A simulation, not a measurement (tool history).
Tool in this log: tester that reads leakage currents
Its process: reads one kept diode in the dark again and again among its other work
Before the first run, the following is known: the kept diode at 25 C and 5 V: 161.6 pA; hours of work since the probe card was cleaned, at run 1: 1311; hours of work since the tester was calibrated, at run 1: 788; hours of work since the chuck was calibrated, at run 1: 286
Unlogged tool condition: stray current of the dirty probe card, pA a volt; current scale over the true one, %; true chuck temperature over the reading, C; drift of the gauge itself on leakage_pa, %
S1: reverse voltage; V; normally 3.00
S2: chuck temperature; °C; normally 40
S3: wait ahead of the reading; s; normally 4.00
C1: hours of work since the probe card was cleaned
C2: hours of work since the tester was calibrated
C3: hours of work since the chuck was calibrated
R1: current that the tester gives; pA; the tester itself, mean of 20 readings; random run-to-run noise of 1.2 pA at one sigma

run,hour,S1,S2,S3,C1,C2,C3,R1
1,0.0,3.00,40,4.00,1311,788,286,399.59
2,126.4,3.00,40,4.00,1397,874,372,393.70
3,316.5,3.00,40,4.00,1526,1003,501,385.64
4,494.3,3.00,40,4.00,1647,1124,622,381.06
# hour 604.1: probe card cleaned and baked
5,623.5,3.00,40,4.69,13,1210,708,373.71
6,780.6,3.00,40,4.69,120,1316,814,365.25
7,930.5,3.00,40,4.69,222,1418,916,361.12
# hour 978.3: chuck's temperature calibrated
8,1077.4,3.00,40,4.69,320,1516,67,405.89
9,1178.5,3.00,40,1.28,389,1585,136,404.98
10,1334.9,3.00,40,1.28,495,1691,242,399.38
11,1430.9,2.74,37,1.28,560,1756,307,303.86
12,1605.5,3.21,36,1.80,679,1875,426,295.80
13,1776.3,3.21,36,1.80,795,1991,542,289.38
14,1940.0,1.21,28,0.76,906,2102,653,102.98
15,2123.0,1.21,28,0.76,1030,2226,777,101.17
16,2305.2,1.21,28,0.76,1154,2350,901,98.82
# hour 2371.0: chuck's temperature calibrated
17,2490.0,3.00,33,0.33,1278,2474,81,242.44

Branching from run 17: 4 alternative next runs. What would each branch give?
A,2667.3,3.00,46,4.00,1398,2595,201,?
B,2667.3,1.18,33,6.20,1398,2595,201,?
C,2667.3,16.80,50,4.22,1398,2595,201,?
D,2667.3,3.04,22,3.22,1398,2595,201,?

run,R1
A,605.62
B,160.96
C,1632.76
D,100.79
Take away the tool's hidden state, keep each run's random variation, and the runs would have read:
run,R1
A,629.79
B,167.48
C,1687.88
D,102.89

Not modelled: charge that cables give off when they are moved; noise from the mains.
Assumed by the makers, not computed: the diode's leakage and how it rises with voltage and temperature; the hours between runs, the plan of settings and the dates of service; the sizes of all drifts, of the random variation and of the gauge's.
